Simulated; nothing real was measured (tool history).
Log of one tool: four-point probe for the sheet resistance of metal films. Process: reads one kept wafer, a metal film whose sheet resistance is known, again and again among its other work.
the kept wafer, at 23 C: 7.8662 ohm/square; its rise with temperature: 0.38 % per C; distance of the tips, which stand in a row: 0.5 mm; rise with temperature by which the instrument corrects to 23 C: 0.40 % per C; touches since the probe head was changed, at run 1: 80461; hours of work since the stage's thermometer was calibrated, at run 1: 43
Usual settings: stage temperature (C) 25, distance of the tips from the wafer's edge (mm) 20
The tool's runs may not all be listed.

run	day	stage temperature (C)	distance of the tips from the wafer's edge (mm)	touches since the probe head was changed	hours of work since the stage's thermometer was calibrated	sheet resistance as the instrument gives it (ohm/square)
1	0	25	20	80461	43	7.938147
2	0.446	25	20	80844	47	7.941869
3	0.829	25	20	81172	51	7.9414
4	1.462	25	20	81717	57	7.942405
5	1.825	25	20	82029	61	7.939598
6	2.492	25	20	82602	67	7.942832
7	3.267	25	20	83264	75	7.942804
8	3.75	25	20	83682	79	7.940277
9	4.625	25	20	84432	88	7.943918
10	5.483	25	20	85168	96	7.944447
11	6.079	25	20	85680	102	7.942641
12	6.467	25	20	86015	106	7.944331
13	7.075	28	20	86535	112	7.937065
14	7.538	28	20	86931	116	7.937928
15	8.254	25	20	87549	123	7.946112
16	8.662	25	20	87899	127	7.948783
17	9.279	21	20	88429	133	7.95397
18	9.775	21	20	88856	138	7.956828
19	10.404	25	20	89395	144	7.944446
20	11.188	19	20	90068	152	7.960813
21	11.896	19	20	90675	159	7.961767
22	12.642	19	10	91315	166	7.96997
23	13.154	29	10	91757	171	7.947246
24	14.008	29	10	92489	180	7.950473
25	14.896	29	10	93250	188	7.950793
26	15.254	20	21	93558	192	7.961271
27	16.083	21	34	94270	200	7.95741
28	16.612	35	5	94727	205	7.970813
29	17.383	23	10	95388	213	7.963726
30	18.192	25	22	96081	220	7.953572
31	18.912	25	22	96702	227	7.949835
32	19.325	32	60	97054	231	7.935478
33	19.712	19	20	97388	235	7.968175
34	20.542	21	38	98100	243	7.964004
35	20.904	19	9	98413	247	7.978744
36	21.675	29	14	99072	254	7.946821
37	22.312	28	19	99623	261	7.949017
38	22.758	25	3	100003	265	8.069715
39	23.292	18	17	100460	270	7.972162
40	23.721	25	22	100830	274	7.956077
41	24.162	25	22	101210	279	7.957023

Some steps in sheet resistance as the instrument gives it (ohm/square) between neighbouring runs. How much of each would the tool show without its hidden state too (settings, what came in, random variation), and how much is left for the hidden state, with any gauge scatter that isn't in both results?
The hidden state here: inner tips' distance over the nominal, %; tips' flats over new ones', %; wafer's true temperature over the reading, C; drift of the gauge itself on sheet_ohm, %.
Run 27 -> 28: stage temperature (C) 21 -> 35, distance of the tips from the wafer's edge (mm) 34 -> 5. sheet resistance as the instrument gives it (ohm/square) +0.013403: hidden state +0.000715, all else +0.012688.
Run 32 -> 33: stage temperature (C) 32 -> 19, distance of the tips from the wafer's edge (mm) 60 -> 20. sheet resistance as the instrument gives it (ohm/square) +0.032697: hidden state +0.000419, all else +0.032278.
Run 37 -> 38: stage temperature (C) 28 -> 25, distance of the tips from the wafer's edge (mm) 19 -> 3. sheet resistance as the instrument gives it (ohm/square) +0.120698: hidden state +0.001571, all else +0.119127.
Run 38 -> 39: stage temperature (C) 25 -> 18, distance of the tips from the wafer's edge (mm) 3 -> 17. sheet resistance as the instrument gives it (ohm/square) -0.097553: hidden state -0.000771, all else -0.096782.
